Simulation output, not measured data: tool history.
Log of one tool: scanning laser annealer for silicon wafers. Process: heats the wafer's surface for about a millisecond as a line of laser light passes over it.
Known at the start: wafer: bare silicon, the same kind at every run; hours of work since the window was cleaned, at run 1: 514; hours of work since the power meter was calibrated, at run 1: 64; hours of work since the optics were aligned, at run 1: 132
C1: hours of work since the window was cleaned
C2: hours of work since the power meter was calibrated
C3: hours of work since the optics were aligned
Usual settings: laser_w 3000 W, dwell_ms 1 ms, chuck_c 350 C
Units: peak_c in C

{"run": 1, "hour": 0.0, "laser_w": 3000, "dwell_ms": 1, "chuck_c": 350, "C1": 514, "C2": 64, "C3": 132, "peak_c": 1168}
{"run": 2, "hour": 37.0, "laser_w": 3000, "dwell_ms": 1, "chuck_c": 350, "C1": 531, "C2": 80, "C3": 148, "peak_c": 1165}
{"run": 3, "hour": 89.0, "laser_w": 3000, "dwell_ms": 1, "chuck_c": 350, "C1": 554, "C2": 103, "C3": 171, "peak_c": 1166}
{"run": 4, "hour": 134.0, "laser_w": 3000, "dwell_ms": 1, "chuck_c": 350, "C1": 574, "C2": 123, "C3": 192, "peak_c": 1165}
{"run": 5, "hour": 161.8, "laser_w": 3000, "dwell_ms": 1, "chuck_c": 350, "C1": 586, "C2": 136, "C3": 204, "peak_c": 1165}
{"run": 6, "hour": 198.0, "laser_w": 3000, "dwell_ms": 1, "chuck_c": 350, "C1": 602, "C2": 152, "C3": 220, "peak_c": 1165}
{"run": 7, "hour": 224.3, "laser_w": 3000, "dwell_ms": 1, "chuck_c": 350, "C1": 614, "C2": 164, "C3": 232, "peak_c": 1166}
{"run": 8, "hour": 246.6, "laser_w": 3000, "dwell_ms": 1, "chuck_c": 350, "C1": 624, "C2": 174, "C3": 242, "peak_c": 1163}
{"run": 9, "hour": 272.1, "laser_w": 3000, "dwell_ms": 1, "chuck_c": 350, "C1": 635, "C2": 185, "C3": 253, "peak_c": 1163}
{"run": 10, "hour": 308.1, "laser_w": 3000, "dwell_ms": 1, "chuck_c": 350, "C1": 651, "C2": 201, "C3": 269, "peak_c": 1163}
{"run": 11, "hour": 353.9, "laser_w": 3000, "dwell_ms": 1, "chuck_c": 350, "C1": 672, "C2": 221, "C3": 290, "peak_c": 1162}
{"run": 12, "hour": 394.3, "laser_w": 3000, "dwell_ms": 1, "chuck_c": 350, "C1": 690, "C2": 239, "C3": 308, "peak_c": 1162}
{"run": 13, "hour": 425.0, "laser_w": 3000, "dwell_ms": 1, "chuck_c": 350, "C1": 704, "C2": 253, "C3": 321, "peak_c": 1161}
{"run": 14, "hour": 466.6, "laser_w": 3000, "dwell_ms": 1, "chuck_c": 350, "C1": 722, "C2": 272, "C3": 340, "peak_c": 1161}
{"run": 15, "hour": 489.8, "laser_w": 3000, "dwell_ms": 1, "chuck_c": 350, "C1": 732, "C2": 282, "C3": 350, "peak_c": 1160}
{"run": 16, "hour": 513.3, "laser_w": 3000, "dwell_ms": 1, "chuck_c": 386, "C1": 743, "C2": 292, "C3": 361, "peak_c": 1197}
{"run": 17, "hour": 536.5, "laser_w": 2603, "dwell_ms": 1, "chuck_c": 386, "C1": 753, "C2": 303, "C3": 371, "peak_c": 1099}
{"run": 18, "hour": 567.2, "laser_w": 3000, "dwell_ms": 1, "chuck_c": 350, "C1": 767, "C2": 317, "C3": 385, "peak_c": 1161}
{"run": 19, "hour": 594.2, "laser_w": 3000, "dwell_ms": 1, "chuck_c": 350, "C1": 779, "C2": 329, "C3": 397, "peak_c": 1159}
{"run": 20, "hour": 642.4, "laser_w": 3000, "dwell_ms": 1, "chuck_c": 350, "C1": 800, "C2": 350, "C3": 418, "peak_c": 1158}
{"run": 21, "hour": 676.1, "laser_w": 2869, "dwell_ms": 1, "chuck_c": 350, "C1": 815, "C2": 365, "C3": 433, "peak_c": 1125}
{"run": 22, "hour": 722.1, "laser_w": 2869, "dwell_ms": 1, "chuck_c": 350, "C1": 836, "C2": 386, "C3": 454, "peak_c": 1125}
{"run": 23, "hour": 764.6, "laser_w": 2629, "dwell_ms": 1, "chuck_c": 360, "C1": 855, "C2": 405, "C3": 473, "peak_c": 1077}
{"run": 24, "hour": 801.9, "laser_w": 3000, "dwell_ms": 1, "chuck_c": 332, "C1": 872, "C2": 421, "C3": 489, "peak_c": 1139}
{"run": 25, "hour": 827.5, "laser_w": 3000, "dwell_ms": 0.93, "chuck_c": 361, "C1": 883, "C2": 433, "C3": 501, "peak_c": 1136}
{"hour": 855.9, "done": "window over the wafer cleaned"}
{"run": 26, "hour": 879.3, "laser_w": 2868, "dwell_ms": 0.97, "chuck_c": 313, "C1": 10, "C2": 455, "C3": 523, "peak_c": 1096}
{"run": 27, "hour": 927.8, "laser_w": 3217, "dwell_ms": 1, "chuck_c": 334, "C1": 32, "C2": 476, "C3": 545, "peak_c": 1215}
{"run": 28, "hour": 956.4, "laser_w": 2861, "dwell_ms": 1.24, "chuck_c": 389, "C1": 45, "C2": 489, "C3": 557, "peak_c": 1283}
{"run": 29, "hour": 986.9, "laser_w": 3000, "dwell_ms": 1.2, "chuck_c": 350, "C1": 58, "C2": 503, "C3": 571, "peak_c": 1267}
{"run": 30, "hour": 1036.4, "laser_w": 3000, "dwell_ms": 1.2, "chuck_c": 350, "C1": 80, "C2": 525, "C3": 593, "peak_c": 1265}
{"run": 31, "hour": 1068.7, "laser_w": 2708, "dwell_ms": 1.16, "chuck_c": 311, "C1": 95, "C2": 539, "C3": 607, "peak_c": 1130}
{"run": 32, "hour": 1094.1, "laser_w": 2708, "dwell_ms": 1.16, "chuck_c": 311, "C1": 106, "C2": 551, "C3": 619, "peak_c": 1129}
{"run": 33, "hour": 1133.0, "laser_w": 2568, "dwell_ms": 1, "chuck_c": 345, "C1": 124, "C2": 568, "C3": 636, "peak_c": 1060}
{"run": 34, "hour": 1162.8, "laser_w": 2834, "dwell_ms": 1.19, "chuck_c": 350, "C1": 137, "C2": 581, "C3": 649, "peak_c": 1212}
{"run": 35, "hour": 1216.5, "laser_w": 3000, "dwell_ms": 0.98, "chuck_c": 350, "C1": 161, "C2": 605, "C3": 673, "peak_c": 1165}
{"run": 36, "hour": 1260.4, "laser_w": 3039, "dwell_ms": 0.87, "chuck_c": 350, "C1": 180, "C2": 625, "C3": 693, "peak_c": 1119}
{"run": 37, "hour": 1290.7, "laser_w": 3000, "dwell_ms": 0.89, "chuck_c": 350, "C1": 194, "C2": 638, "C3": 706, "peak_c": 1121}
{"run": 38, "hour": 1341.4, "laser_w": 2686, "dwell_ms": 0.76, "chuck_c": 350, "C1": 216, "C2": 661, "C3": 729, "peak_c": 990}
{"run": 39, "hour": 1389.1, "laser_w": 2944, "dwell_ms": 1.04, "chuck_c": 380, "C1": 238, "C2": 682, "C3": 750, "peak_c": 1208}
{"run": 40, "hour": 1426.2, "laser_w": 2805, "dwell_ms": 1, "chuck_c": 350, "C1": 254, "C2": 699, "C3": 767, "peak_c": 1123}
{"run": 41, "hour": 1469.0, "laser_w": 3000, "dwell_ms": 0.9, "chuck_c": 331, "C1": 273, "C2": 718, "C3": 786, "peak_c": 1107}

4 ways to go on from here, each from the tool as it stands after run 41. What would each give?
{"run": "A", "hour": 1506.8, "laser_w": 2938, "dwell_ms": 1.02, "chuck_c": 341, "C1": 290, "C2": 735, "C3": 803, "peak_c": "?"}
{"run": "B", "hour": 1506.8, "laser_w": 2854, "dwell_ms": 1.14, "chuck_c": 388, "C1": 290, "C2": 735, "C3": 803, "peak_c": "?"}
{"run": "C", "hour": 1506.8, "laser_w": 2759, "dwell_ms": 0.74, "chuck_c": 312, "C1": 290, "C2": 735, "C3": 803, "peak_c": "?"}
{"run": "D", "hour": 1506.8, "laser_w": 2791, "dwell_ms": 0.9, "chuck_c": 350, "C1": 290, "C2": 735, "C3": 803, "peak_c": "?"}

run=A peak_c=1155
run=B peak_c=1232
run=C peak_c=955
run=D peak_c=1075
Without the tool's hidden state the same runs would have given:
run=A peak_c=1167
run=B peak_c=1245
run=C peak_c=965
run=D peak_c=1086
